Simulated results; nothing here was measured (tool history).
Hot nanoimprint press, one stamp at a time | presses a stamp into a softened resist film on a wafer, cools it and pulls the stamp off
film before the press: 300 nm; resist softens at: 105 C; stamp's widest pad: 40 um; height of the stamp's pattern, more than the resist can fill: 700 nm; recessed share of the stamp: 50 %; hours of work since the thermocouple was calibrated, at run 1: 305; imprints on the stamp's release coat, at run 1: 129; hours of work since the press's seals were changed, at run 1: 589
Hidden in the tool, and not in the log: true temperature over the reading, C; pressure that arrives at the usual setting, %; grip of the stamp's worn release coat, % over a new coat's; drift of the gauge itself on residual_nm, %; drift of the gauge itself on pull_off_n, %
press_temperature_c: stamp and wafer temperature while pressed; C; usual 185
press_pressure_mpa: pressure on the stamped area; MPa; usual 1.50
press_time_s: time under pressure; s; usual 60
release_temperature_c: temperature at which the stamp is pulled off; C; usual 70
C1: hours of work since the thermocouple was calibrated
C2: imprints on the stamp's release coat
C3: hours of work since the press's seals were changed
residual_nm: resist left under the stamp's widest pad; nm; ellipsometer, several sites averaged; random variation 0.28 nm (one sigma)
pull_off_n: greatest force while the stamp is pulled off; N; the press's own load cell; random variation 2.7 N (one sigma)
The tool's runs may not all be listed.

{"run": 1, "hour": 0.0, "press_temperature_c": 185, "press_pressure_mpa": 1.5, "press_time_s": 60, "release_temperature_c": 70, "C1": 305, "C2": 129, "C3": 589, "residual_nm": 136.3, "pull_off_n": 118}
{"hour": 32.5, "done": "press's hydraulic seals changed and the load cell set to zero"}
{"run": 2, "hour": 53.2, "press_temperature_c": 177, "press_pressure_mpa": 1.5, "press_time_s": 60, "release_temperature_c": 70, "C1": 332, "C2": 297, "C3": 13, "residual_nm": 184.0, "pull_off_n": 117}
{"run": 3, "hour": 71.8, "press_temperature_c": 177, "press_pressure_mpa": 1.5, "press_time_s": 60, "release_temperature_c": 70, "C1": 343, "C2": 366, "C3": 24, "residual_nm": 183.9, "pull_off_n": 126}
{"run": 4, "hour": 101.2, "press_temperature_c": 177, "press_pressure_mpa": 1.07, "press_time_s": 60, "release_temperature_c": 70, "C1": 361, "C2": 475, "C3": 42, "residual_nm": 212.1, "pull_off_n": 124}
{"run": 5, "hour": 137.3, "press_temperature_c": 177, "press_pressure_mpa": 1.07, "press_time_s": 60, "release_temperature_c": 70, "C1": 383, "C2": 609, "C3": 64, "residual_nm": 211.8, "pull_off_n": 127}
{"run": 6, "hour": 178.3, "press_temperature_c": 182, "press_pressure_mpa": 1.5, "press_time_s": 60, "release_temperature_c": 70, "C1": 408, "C2": 762, "C3": 89, "residual_nm": 151.9, "pull_off_n": 126}
{"run": 7, "hour": 214.9, "press_temperature_c": 182, "press_pressure_mpa": 1.5, "press_time_s": 60, "release_temperature_c": 70, "C1": 430, "C2": 898, "C3": 111, "residual_nm": 152.2, "pull_off_n": 128}
{"hour": 221.0, "done": "plate thermocouple calibrated"}
{"run": 8, "hour": 243.0, "press_temperature_c": 182, "press_pressure_mpa": 1.5, "press_time_s": 60, "release_temperature_c": 70, "C1": 13, "C2": 991, "C3": 126, "residual_nm": 152.5, "pull_off_n": 126}
{"run": 9, "hour": 275.6, "press_temperature_c": 182, "press_pressure_mpa": 1.5, "press_time_s": 60, "release_temperature_c": 70, "C1": 33, "C2": 1112, "C3": 146, "residual_nm": 152.3, "pull_off_n": 123}
{"run": 10, "hour": 312.2, "press_temperature_c": 182, "press_pressure_mpa": 1.5, "press_time_s": 47, "release_temperature_c": 70, "C1": 56, "C2": 1248, "C3": 169, "residual_nm": 163.7, "pull_off_n": 130}
{"run": 11, "hour": 353.7, "press_temperature_c": 185, "press_pressure_mpa": 1.5, "press_time_s": 74, "release_temperature_c": 70, "C1": 81, "C2": 1402, "C3": 194, "residual_nm": 126.3, "pull_off_n": 130}
{"run": 12, "hour": 392.0, "press_temperature_c": 185, "press_pressure_mpa": 1.5, "press_time_s": 58, "release_temperature_c": 70, "C1": 104, "C2": 1544, "C3": 217, "residual_nm": 136.5, "pull_off_n": 126}
{"run": 13, "hour": 426.4, "press_temperature_c": 185, "press_pressure_mpa": 1.5, "press_time_s": 58, "release_temperature_c": 70, "C1": 125, "C2": 1672, "C3": 238, "residual_nm": 136.7, "pull_off_n": 124}
{"hour": 446.8, "done": "stamp cleaned and given a new release coat"}
{"run": 14, "hour": 471.9, "press_temperature_c": 190, "press_pressure_mpa": 1.5, "press_time_s": 74, "release_temperature_c": 70, "C1": 149, "C2": 93, "C3": 262, "residual_nm": 103.5, "pull_off_n": 125}
{"run": 15, "hour": 503.5, "press_temperature_c": 185, "press_pressure_mpa": 1.79, "press_time_s": 53, "release_temperature_c": 70, "C1": 168, "C2": 210, "C3": 281, "residual_nm": 127.5, "pull_off_n": 125}
{"run": 16, "hour": 547.8, "press_temperature_c": 182, "press_pressure_mpa": 1.79, "press_time_s": 53, "release_temperature_c": 70, "C1": 195, "C2": 375, "C3": 308, "residual_nm": 143.9, "pull_off_n": 128}
{"run": 17, "hour": 567.4, "press_temperature_c": 176, "press_pressure_mpa": 1.79, "press_time_s": 53, "release_temperature_c": 71, "C1": 207, "C2": 447, "C3": 320, "residual_nm": 180.9, "pull_off_n": 120}
{"run": 18, "hour": 593.8, "press_temperature_c": 176, "press_pressure_mpa": 1.79, "press_time_s": 53, "release_temperature_c": 71, "C1": 223, "C2": 545, "C3": 336, "residual_nm": 180.7, "pull_off_n": 121}
{"run": 19, "hour": 622.0, "press_temperature_c": 176, "press_pressure_mpa": 1.76, "press_time_s": 40, "release_temperature_c": 71, "C1": 241, "C2": 650, "C3": 354, "residual_nm": 196.6, "pull_off_n": 126}

Hidden state or all else? Some run-to-run changes of residual_nm, split into what the settings, what came in and random variation would give without the hidden state, and what is left for the hidden state (with any gauge scatter that isn't in both results):
Run 5 -> 6: press_temperature_c 177 -> 182, press_pressure_mpa 1.07 -> 1.50. residual_nm -59.9 nm: hidden state +0.0, all else -59.9.
Run 16 -> 17: press_temperature_c 182 -> 176, release_temperature_c 70 -> 71. residual_nm +37.0 nm: hidden state -0.4, all else +37.4.

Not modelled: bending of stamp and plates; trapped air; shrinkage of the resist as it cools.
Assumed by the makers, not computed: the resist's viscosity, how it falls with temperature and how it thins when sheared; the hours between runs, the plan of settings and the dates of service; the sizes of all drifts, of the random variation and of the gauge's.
